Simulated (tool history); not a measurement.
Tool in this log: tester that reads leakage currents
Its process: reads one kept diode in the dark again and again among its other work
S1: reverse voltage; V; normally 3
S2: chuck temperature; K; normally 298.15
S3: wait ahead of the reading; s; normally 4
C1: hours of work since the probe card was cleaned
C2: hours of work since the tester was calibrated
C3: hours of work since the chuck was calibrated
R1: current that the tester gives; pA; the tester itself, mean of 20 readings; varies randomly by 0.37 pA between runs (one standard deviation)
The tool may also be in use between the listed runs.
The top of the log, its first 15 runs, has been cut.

run,hour,S1,S2,S3,C1,C2,C3,R1
16,1338.7,3,298.15,9.21,1902,1613,1902,122.27
17,1385.9,3,299.15,4,1933,1644,1933,132.13
18,1477.5,3,299.15,4,1992,1703,1992,131.95
19,1537.6,7.39,298.15,4,2032,1742,2032,166.27
20,1609.7,7.39,298.15,4,2079,1789,2079,166.2
21,1693.6,2.13,306.15,4.27,2133,1844,2133,197
22,1793.1,2.13,306.15,4.27,2198,1909,2198,195.89
# hour 1849.2: probe card cleaned and baked
23,1869.1,5.93,296.15,4,13,1956,2246,132.47
# hour 1887.7: chuck's temperature calibrated
24,1953.2,2.45,296.15,1.34,66,2010,43,98.14
25,2061.3,4.36,296.15,0.74,137,2080,113,120.91
26,2176,3,298.15,1.43,212,2155,188,121.94
27,2255.3,1.13,313.15,4,263,2207,239,257.73
28,2340.3,1.13,313.15,4,319,2262,295,258.7
29,2398,1.13,313.15,4,356,2300,332,258.86
30,2481.5,17.57,313.15,3.08,410,2354,387,659.61
31,2560.7,17.57,313.15,3.08,462,2405,438,654.79
32,2625.7,2.76,297.15,2.1,504,2448,481,110.22
33,2714.3,2.76,297.15,2.1,562,2505,538,109.9
34,2810.8,2.76,297.15,2.1,625,2568,601,110.27
35,2856.8,1.29,297.15,8.96,655,2598,631,84.77
36,2916.6,3,298.15,3.55,694,2637,670,122.46
37,2986.5,1.22,319.15,8.78,739,2683,716,396.56
38,3051,1.48,307.15,0.39,781,2725,758,186.35
39,3135,1.48,307.15,0.39,836,2779,812,187.47

5 ways to go on from here, each from the tool as it stands after run 39. What would each give?
A,3242.6,1.48,296.15,7.72,906,2849,882,?
B,3242.6,2.95,301.15,1.52,906,2849,882,?
C,3242.6,1.03,321.15,1.03,906,2849,882,?
D,3242.6,3,298.15,0.53,906,2849,882,?
E,3242.6,1.48,307.15,2.82,906,2849,882,?

run,R1
A,82.23
B,152.57
C,426.52
D,122.64
E,185.26
Without the tool's hidden state the same runs would have given:
run,R1
A,82.19
B,152.49
C,426.37
D,122.58
E,185.19

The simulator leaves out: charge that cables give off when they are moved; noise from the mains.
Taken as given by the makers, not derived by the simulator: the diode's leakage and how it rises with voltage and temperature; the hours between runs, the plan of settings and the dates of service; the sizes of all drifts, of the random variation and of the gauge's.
